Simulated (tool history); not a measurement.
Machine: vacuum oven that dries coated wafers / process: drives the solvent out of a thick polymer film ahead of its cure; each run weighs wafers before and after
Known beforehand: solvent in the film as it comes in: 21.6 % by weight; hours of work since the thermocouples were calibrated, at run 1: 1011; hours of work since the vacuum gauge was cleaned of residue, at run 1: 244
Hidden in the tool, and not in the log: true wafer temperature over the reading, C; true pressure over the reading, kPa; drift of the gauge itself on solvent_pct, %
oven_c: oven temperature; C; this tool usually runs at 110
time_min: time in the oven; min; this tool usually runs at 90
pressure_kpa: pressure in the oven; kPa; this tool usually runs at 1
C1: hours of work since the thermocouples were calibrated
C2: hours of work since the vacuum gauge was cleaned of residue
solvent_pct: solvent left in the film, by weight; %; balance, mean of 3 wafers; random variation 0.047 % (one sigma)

Run 1, hour 0: usual settings; C1 1011; C2 244. Result: solvent_pct 2.63 %.
Run 2, hour 47: usual settings; C1 1045; C2 278. Result: solvent_pct 2.68 %.
Run 3, hour 94.2: usual settings; C1 1080; C2 313. Result: solvent_pct 2.74 %.
Run 4, hour 143.4: usual settings; C1 1116; C2 349. Result: solvent_pct 2.69 %.
Run 5, hour 171.6: usual settings; C1 1136; C2 369. Result: solvent_pct 2.67 %.
Run 6, hour 219.7: usual settings; C1 1172; C2 405. Result: solvent_pct 2.73 %.
Run 7, hour 254.2: usual settings; C1 1197; C2 430. Result: solvent_pct 2.71 %.
Run 8, hour 307.1: usual settings; C1 1236; C2 469. Result: solvent_pct 2.7 %.
Run 9, hour 339.2: usual settings; C1 1259; C2 492. Result: solvent_pct 2.81 %.
At hour 345.9: vacuum gauge cleaned of residue and calibrated.
At hour 353.1: oven's thermocouples calibrated.
Run 10, hour 384.7: usual settings; C1 23; C2 27. Result: solvent_pct 2.26 %.
Run 11, hour 433.1: usual settings; C1 59; C2 62. Result: solvent_pct 2.36 %.
Run 12, hour 486.7: usual settings; C1 98; C2 102. Result: solvent_pct 2.42 %.
Run 13, hour 535.4: usual settings; C1 134; C2 137. Result: solvent_pct 2.38 %.
At hour 572.8: vacuum gauge cleaned of residue and calibrated, once more.
Run 14, hour 574.4: usual settings; C1 161; C2 1. Result: solvent_pct 2.37 %.
Run 15, hour 614.6: usual settings; C1 190; C2 31. Result: solvent_pct 2.35 %.
Run 16, hour 665: usual settings but oven_c 101 C, time_min 80 min, pressure_kpa 1.93 kPa; C1 227; C2 68. Result: solvent_pct 6.16 %.
Run 17, hour 714.4: usual settings but oven_c 101 C, time_min 80 min, pressure_kpa 1.93 kPa; C1 263; C2 104. Result: solvent_pct 6.14 %.
Run 18, hour 757.5: usual settings but oven_c 101 C, time_min 162 min, pressure_kpa 1.17 kPa; C1 295; C2 135. Result: solvent_pct 2.31 %.
Run 19, hour 798.9: usual settings but oven_c 112 C, time_min 47 min, pressure_kpa 0.79 kPa; C1 325; C2 166. Result: solvent_pct 5.13 %.
Run 20, hour 843: usual settings but oven_c 99 C, time_min 88 min, pressure_kpa 2.88 kPa; C1 358; C2 198. Result: solvent_pct 7.27 %.
Run 21, hour 892.9: usual settings but oven_c 102 C, time_min 88 min, pressure_kpa 0.89 kPa; C1 394; C2 234. Result: solvent_pct 4.64 %.
Run 22, hour 935.6: usual settings but oven_c 122 C, time_min 59 min, pressure_kpa 0.7 kPa; C1 425; C2 266. Result: solvent_pct 1.52 %.
Run 23, hour 971.7: usual settings but oven_c 122 C, time_min 59 min, pressure_kpa 0.7 kPa; C1 452; C2 292. Result: solvent_pct 1.56 %.
Run 24, hour 1005.7: usual settings but oven_c 114 C, time_min 59 min, pressure_kpa 0.7 kPa; C1 477; C2 317. Result: solvent_pct 3.22 %.
Run 25, hour 1058.5: usual settings but oven_c 100 C, time_min 59 min, pressure_kpa 0.79 kPa; C1 515; C2 356. Result: solvent_pct 7.91 %.
Run 26, hour 1090.5: usual settings but oven_c 100 C, time_min 59 min, pressure_kpa 0.79 kPa; C1 539; C2 379. Result: solvent_pct 7.91 %.
Run 27, hour 1124: usual settings but pressure_kpa 1.98 kPa; C1 563; C2 404. Result: solvent_pct 3.15 %.

5 ways to go on from here, each from the tool as it stands after run 27. What would each give?
Run A, hour 1148.5: usual settings but pressure_kpa 2.81 kPa; C1 581; C2 422. Result: solvent_pct ?.
Run B, hour 1148.5: usual settings but oven_c 125 C, pressure_kpa 1.29 kPa; C1 581; C2 422. Result: solvent_pct ?.
Run C, hour 1148.5: usual settings but pressure_kpa 1.25 kPa; C1 581; C2 422. Result: solvent_pct ?.
Run D, hour 1148.5: usual settings but oven_c 108 C; C1 581; C2 422. Result: solvent_pct ?.
Run E, hour 1148.5: usual settings but oven_c 101 C, time_min 51 min, pressure_kpa 0.52 kPa; C1 581; C2 422. Result: solvent_pct ?.

run  solvent_pct
  A         3.64
  B         0.68
  C         2.76
  D         3.03
  E          8.3
Stripped of hidden state, with their random variation kept, the same runs would have yielded:
run  solvent_pct
  A         3.27
  B         0.58
  C         2.42
  D         2.66
  E         7.81

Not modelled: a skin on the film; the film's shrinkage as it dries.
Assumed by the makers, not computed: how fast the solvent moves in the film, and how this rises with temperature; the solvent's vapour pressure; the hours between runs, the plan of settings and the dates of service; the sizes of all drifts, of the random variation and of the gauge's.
